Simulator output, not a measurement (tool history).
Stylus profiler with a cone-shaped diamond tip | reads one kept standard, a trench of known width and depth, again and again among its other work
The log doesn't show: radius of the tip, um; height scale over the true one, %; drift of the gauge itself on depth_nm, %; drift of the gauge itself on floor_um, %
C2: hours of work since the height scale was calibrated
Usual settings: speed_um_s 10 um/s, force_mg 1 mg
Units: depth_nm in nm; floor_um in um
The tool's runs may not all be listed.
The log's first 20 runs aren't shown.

{"run": 21, "hour": 1261.1, "speed_um_s": 6, "force_mg": 1, "scans with this tip": 3866, "C2": 444, "depth_nm": 1003.41, "floor_um": 46.43}
{"run": 22, "hour": 1333.7, "speed_um_s": 28, "force_mg": 1, "scans with this tip": 4347, "C2": 500, "depth_nm": 1003.41, "floor_um": 46.36}
{"run": 23, "hour": 1393.9, "speed_um_s": 28, "force_mg": 1, "scans with this tip": 4746, "C2": 546, "depth_nm": 1003.25, "floor_um": 46.38}
{"run": 24, "hour": 1470.1, "speed_um_s": 28, "force_mg": 1, "scans with this tip": 5251, "C2": 604, "depth_nm": 1003.13, "floor_um": 46.39}
{"run": 25, "hour": 1554.5, "speed_um_s": 4, "force_mg": 0.39, "scans with this tip": 5811, "C2": 668, "depth_nm": 1001.3, "floor_um": 46.48}
{"run": 26, "hour": 1612.7, "speed_um_s": 3, "force_mg": 0.34, "scans with this tip": 6196, "C2": 712, "depth_nm": 1001.5, "floor_um": 46.51}
{"run": 27, "hour": 1700.9, "speed_um_s": 3, "force_mg": 0.34, "scans with this tip": 6781, "C2": 780, "depth_nm": 1001.55, "floor_um": 46.47}
{"run": 28, "hour": 1747.8, "speed_um_s": 10, "force_mg": 0.8, "scans with this tip": 7092, "C2": 815, "depth_nm": 1002.59, "floor_um": 46.53}
{"run": 29, "hour": 1805.2, "speed_um_s": 10, "force_mg": 0.8, "scans with this tip": 7472, "C2": 859, "depth_nm": 1002.56, "floor_um": 46.47}
{"run": 30, "hour": 1863.9, "speed_um_s": 20, "force_mg": 0.37, "scans with this tip": 7861, "C2": 904, "depth_nm": 1001.35, "floor_um": 46.32}
{"run": 31, "hour": 1919.9, "speed_um_s": 36, "force_mg": 0.47, "scans with this tip": 8233, "C2": 946, "depth_nm": 1002.15, "floor_um": 46.27}
{"run": 32, "hour": 2004.0, "speed_um_s": 36, "force_mg": 0.47, "scans with this tip": 8790, "C2": 1010, "depth_nm": 1001.96, "floor_um": 46.25}

The next listed run, before its measurement:
{"run": 33, "hour": 2081.8, "speed_um_s": 36, "force_mg": 0.47, "scans with this tip": 9306, "C2": 1070, "depth_nm": "?", "floor_um": "?"}

depth_nm: 1001.97 nm
floor_um: 46.28 um
Without the tool's hidden state the same run would have given depth_nm 1001.96 nm, floor_um 46.29 um.
